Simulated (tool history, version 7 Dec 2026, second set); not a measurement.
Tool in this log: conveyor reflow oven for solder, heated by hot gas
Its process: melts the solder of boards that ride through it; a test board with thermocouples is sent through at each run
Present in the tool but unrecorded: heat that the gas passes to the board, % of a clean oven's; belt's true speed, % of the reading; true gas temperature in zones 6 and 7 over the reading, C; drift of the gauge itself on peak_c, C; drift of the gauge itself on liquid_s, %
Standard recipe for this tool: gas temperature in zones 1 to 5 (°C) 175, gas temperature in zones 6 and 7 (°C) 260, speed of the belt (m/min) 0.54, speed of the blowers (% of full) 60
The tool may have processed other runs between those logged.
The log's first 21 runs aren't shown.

run	hour	gas temperature in zones 1 to 5 (°C)	gas temperature in zones 6 and 7 (°C)	speed of the belt (m/min)	speed of the blowers (% of full)	hours of work since the flux was cleaned out	hours of work since the belt drive was overhauled	hours of work since the thermocouples were changed	highest temperature of the board (°C)	time above the solder's melting point (s)
22	318	162	253	0.54	63	61	428	363	237.5	36
23	331.6	177	259	0.576	80	72	438	373	245.7	45.4
24	345.1	163	260	0.598	60	82	449	383	240	33.2
25	357.9	169	266	0.554	81	92	458	393	253	48.7
26	378.3	169	250	0.554	85	107	474	408	238.5	39.4
27	393.7	178	263	0.454	60	119	485	420	253.1	63.8
28	412.1	177	251	0.531	78	133	499	434	239.9	45.3
29	425.2	177	251	0.531	78	143	509	444	240.3	45.4
30	445.1	177	251	0.531	78	158	524	459	240.2	45.3

Consider 5 possible next runs. They are alternatives, not a sequence: every one starts from the tool as it was left by run 30. What does each give?
A	455.6	175	260	0.647	90	166	532	467	?	?
B	455.6	177	257	0.648	81	166	532	467	?	?
C	455.6	166	258	0.54	87	166	532	467	?	?
D	455.6	177	261	0.531	68	166	532	467	?	?
E	455.6	175	249	0.54	87	166	532	467	?	?

run	highest temperature of the board (°C)	time above the solder's melting point (s)
A	245.1	37.8
B	240.8	35.6
C	246	45
D	248.1	50
E	238.7	41.9
Without the tool's unlogged condition, the same runs would have read:
run	highest temperature of the board (°C)	time above the solder's melting point (s)
A	247.2	39.2
B	242.8	37.1
C	247.9	46.4
D	249.8	51.1
E	240.4	43.6
